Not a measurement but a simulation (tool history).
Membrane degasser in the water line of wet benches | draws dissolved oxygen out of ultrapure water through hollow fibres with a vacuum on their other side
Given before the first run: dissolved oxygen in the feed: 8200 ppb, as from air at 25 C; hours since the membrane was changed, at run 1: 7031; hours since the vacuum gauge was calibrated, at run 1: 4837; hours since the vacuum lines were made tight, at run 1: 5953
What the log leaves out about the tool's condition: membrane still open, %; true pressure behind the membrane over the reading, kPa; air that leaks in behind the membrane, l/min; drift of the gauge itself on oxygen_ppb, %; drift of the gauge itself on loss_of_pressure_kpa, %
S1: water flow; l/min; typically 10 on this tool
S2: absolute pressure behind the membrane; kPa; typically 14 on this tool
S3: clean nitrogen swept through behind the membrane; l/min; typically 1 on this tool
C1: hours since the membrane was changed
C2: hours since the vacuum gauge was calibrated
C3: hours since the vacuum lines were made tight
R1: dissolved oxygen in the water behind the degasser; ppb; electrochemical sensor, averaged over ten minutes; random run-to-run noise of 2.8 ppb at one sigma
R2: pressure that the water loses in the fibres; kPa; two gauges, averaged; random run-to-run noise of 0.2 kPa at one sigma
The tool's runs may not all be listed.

| run | day | S1 | S2 | S3 | C1 | C2 | C3 | R1 | R2 |
|---|---|---|---|---|---|---|---|---|---|
| 1 | 0 | 10 | 14 | 1 | 7031 | 4837 | 5953 | 281 | 42.1 |
| 2 | 7.1 | 10 | 14 | 1 | 7202 | 5008 | 6124 | 283.9 | 41.65 |
| 3 | 17.65 | 10 | 14 | 1.25 | 7455 | 5261 | 6377 | 236.5 | 42.16 |
| 4 | 23.004 | 10 | 14 | 1.25 | 7584 | 5389 | 6505 | 235.9 | 41.88 |
| 5 | 33.008 | 10 | 14 | 1.25 | 7824 | 5629 | 6746 | 237.2 | 42.2 |
| 6 | 38.617 | 10 | 14 | 1.25 | 7958 | 5764 | 6880 | 233 | 42.19 |
| 7 | 43.125 | 10 | 14 | 1.25 | 8066 | 5872 | 6988 | 233.4 | 42.27 |
| 8 | 47.546 | 10 | 14 | 1.25 | 8173 | 5978 | 7094 | 234.6 | 42.2 |
|  | 49.904 | vacuum gauge calibrated |
| 9 | 53.304 | 10 | 14 | 1.25 | 8310 | 82 | 7232 | 233 | 42.31 |
| 10 | 61.442 | 10 | 14 | 1 | 8506 | 277 | 7427 | 281.3 | 42.19 |
| 11 | 71.575 | 10 | 8.8 | 1 | 8749 | 520 | 7671 | 165 | 42.63 |
| 12 | 80.183 | 10 | 8.8 | 1 | 8955 | 727 | 7877 | 167 | 42.59 |
| 13 | 86.821 | 10 | 8.8 | 1 | 9115 | 886 | 8037 | 162.2 | 42.36 |
| 14 | 91.288 | 10 | 10.1 | 1 | 9222 | 993 | 8144 | 195 | 42.67 |
| 15 | 98.442 | 10 | 10.1 | 1 | 9394 | 1165 | 8315 | 193.5 | 42.85 |
| 16 | 107.617 | 11 | 10.1 | 1 | 9614 | 1385 | 8536 | 212.9 | 46.54 |
| 17 | 115.317 | 11 | 10.1 | 1 | 9798 | 1570 | 8720 | 215.6 | 46.85 |
|  | 118.65 | seals of the vacuum lines changed |
| 18 | 125.462 | 14 | 12.1 | 0.77 | 10040 | 1811 | 163 | 407.9 | 59.82 |
| 19 | 131.746 | 11 | 14 | 0.54 | 10191 | 1962 | 314 | 497.8 | 46.98 |
| 20 | 142.242 | 11 | 14 | 0.54 | 10443 | 2214 | 566 | 503.6 | 47.46 |
| 21 | 149.167 | 11 | 8.6 | 0.75 | 10609 | 2380 | 732 | 217.6 | 47.06 |
| 22 | 154.046 | 9 | 14 | 2.97 | 10726 | 2497 | 849 | 108.1 | 38.49 |
| 23 | 159.746 | 9 | 14 | 2.97 | 10863 | 2634 | 986 | 107.8 | 38.47 |
| 24 | 167.171 | 10 | 12.4 | 1 | 11041 | 2812 | 1164 | 246.6 | 43.14 |
| 25 | 173.25 | 6 | 15.9 | 0.89 | 11187 | 2958 | 1310 | 216.7 | 26 |
| 26 | 178.362 | 9 | 16.8 | 0.67 | 11310 | 3081 | 1433 | 437.9 | 38.63 |
| 27 | 184.596 | 9 | 16.8 | 0.67 | 11459 | 3231 | 1583 | 434.2 | 39.19 |
| 28 | 193.092 | 9 | 16.8 | 0.67 | 11663 | 3434 | 1787 | 430.4 | 38.77 |
| 29 | 202.533 | 9 | 15.8 | 0.67 | 11890 | 3661 | 2013 | 409.6 | 38.99 |
| 30 | 212.888 | 10 | 22 | 0.79 | 12138 | 3910 | 2262 | 554.9 | 43.16 |
| 31 | 223.804 | 10 | 22 | 0.79 | 12400 | 4172 | 2524 | 556.6 | 43.18 |
| 32 | 232.3 | 10 | 9.9 | 0.94 | 12604 | 4375 | 2728 | 195.5 | 43.45 |
| 33 | 240.079 | 10 | 9.5 | 2.89 | 12791 | 4562 | 2914 | 87.6 | 43.51 |

Here are 3 independent what-if runs from the current tool condition. What would each one return?
|  | 244.992 | gauge calibrated |
| A | 249.792 | 12 | 11.5 | 2.89 | 13024 | 4795 | 3147 | ? | ? |
|  | 244.992 | gauge calibrated |
| B | 249.792 | 8 | 14 | 0.57 | 13024 | 4795 | 3147 | ? | ? |
|  | 244.992 | gauge calibrated |
| C | 249.792 | 8 | 9.5 | 2.08 | 13024 | 4795 | 3147 | ? | ? |

| run | R1 | R2 |
|---|---|---|
| A | 131.3 | 51.11 |
| B | 361.1 | 33.64 |
| C | 81.7 | 33.47 |
With no hidden state in the tool, these same runs would have given:
| run | R1 | R2 |
|---|---|---|
| A | 131.1 | 51.04 |
| B | 360.9 | 33.59 |
| C | 81.6 | 33.43 |
